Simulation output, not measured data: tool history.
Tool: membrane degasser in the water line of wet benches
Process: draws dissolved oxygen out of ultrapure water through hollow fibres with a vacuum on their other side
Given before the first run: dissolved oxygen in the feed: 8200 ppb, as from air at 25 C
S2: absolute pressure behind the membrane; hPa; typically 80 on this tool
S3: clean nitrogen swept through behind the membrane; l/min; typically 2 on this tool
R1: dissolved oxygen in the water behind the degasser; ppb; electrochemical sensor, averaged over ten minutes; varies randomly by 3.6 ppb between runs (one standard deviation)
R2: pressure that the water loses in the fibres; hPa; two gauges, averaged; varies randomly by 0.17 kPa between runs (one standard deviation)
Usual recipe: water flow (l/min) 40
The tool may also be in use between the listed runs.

{"run": 1, "hour": 0.0, "water flow (l/min)": 40, "S2": 80, "S3": 2, "R1": 357.3, "R2": 264.2}
{"run": 2, "hour": 114.1, "water flow (l/min)": 35, "S2": 80, "S3": 2, "R1": 297.6, "R2": 232.1}
{"run": 3, "hour": 203.4, "water flow (l/min)": 35, "S2": 80, "S3": 2, "R1": 300.7, "R2": 230.9}
{"run": 4, "hour": 290.2, "water flow (l/min)": 35, "S2": 80, "S3": 2, "R1": 302.9, "R2": 233.3}
{"run": 5, "hour": 357.7, "water flow (l/min)": 40, "S2": 49.7, "S3": 2, "R1": 227.8, "R2": 264.5}
{"run": 6, "hour": 435.4, "water flow (l/min)": 40, "S2": 49.7, "S3": 2, "R1": 227.4, "R2": 262.1}
{"run": 7, "hour": 588.8, "water flow (l/min)": 40, "S2": 49.7, "S3": 1.58, "R1": 241.4, "R2": 261.9}
{"run": 8, "hour": 748.5, "water flow (l/min)": 40, "S2": 49.7, "S3": 1.58, "R1": 252.5, "R2": 266.4}
{"run": 9, "hour": 879.1, "water flow (l/min)": 40, "S2": 49.7, "S3": 1.58, "R1": 244.5, "R2": 267.1}
{"run": 10, "hour": 969.0, "water flow (l/min)": 40, "S2": 49.7, "S3": 1.58, "R1": 244.9, "R2": 266.2}
{"run": 11, "hour": 1093.6, "water flow (l/min)": 40, "S2": 89.2, "S3": 3.89, "R1": 286.6, "R2": 264}
{"run": 12, "hour": 1228.1, "water flow (l/min)": 40, "S2": 89.2, "S3": 3.89, "R1": 288.7, "R2": 264.1}
{"run": 13, "hour": 1362.4, "water flow (l/min)": 39, "S2": 147.1, "S3": 3.65, "R1": 412.8, "R2": 257.5}
{"run": 14, "hour": 1456.4, "water flow (l/min)": 45, "S2": 147.1, "S3": 3.65, "R1": 494.3, "R2": 300.9}
{"run": 15, "hour": 1565.8, "water flow (l/min)": 45, "S2": 147.1, "S3": 3.65, "R1": 499, "R2": 299.3}
{"run": 16, "hour": 1707.6, "water flow (l/min)": 46, "S2": 80, "S3": 1, "R1": 587.3, "R2": 301}
{"run": 17, "hour": 1831.6, "water flow (l/min)": 46, "S2": 80, "S3": 1, "R1": 589.6, "R2": 306.2}
{"run": 18, "hour": 1968.9, "water flow (l/min)": 46, "S2": 80, "S3": 1, "R1": 588, "R2": 306.8}
{"run": 19, "hour": 2044.3, "water flow (l/min)": 46, "S2": 80, "S3": 1, "R1": 604, "R2": 304.2}
{"run": 20, "hour": 2161.2, "water flow (l/min)": 34, "S2": 102.8, "S3": 1.63, "R1": 419.4, "R2": 222}

Consider 4 possible next runs. They are alternatives, not a sequence: every one starts from the tool as it was left by run 20. What does each give?
{"run": "A", "hour": 2316.2, "water flow (l/min)": 42, "S2": 102.8, "S3": 1.18, "R1": "?", "R2": "?"}
{"run": "B", "hour": 2316.2, "water flow (l/min)": 34, "S2": 137.4, "S3": 1.97, "R1": "?", "R2": "?"}
{"run": "C", "hour": 2316.2, "water flow (l/min)": 27, "S2": 80, "S3": 2, "R1": "?", "R2": "?"}
{"run": "D", "hour": 2316.2, "water flow (l/min)": 30, "S2": 63.4, "S3": 0.98, "R1": "?", "R2": "?"}

run=A R1=643.4 R2=276
run=B R1=493.2 R2=224.4
run=C R1=216.7 R2=179.1
run=D R1=281.6 R2=200.1
With the hidden condition removed and each run's random variation left untouched, the same runs would have given:
run=A R1=642.1 R2=275.6
run=B R1=492.3 R2=224.2
run=C R1=216 R2=178.8
run=D R1=280.6 R2=199.9
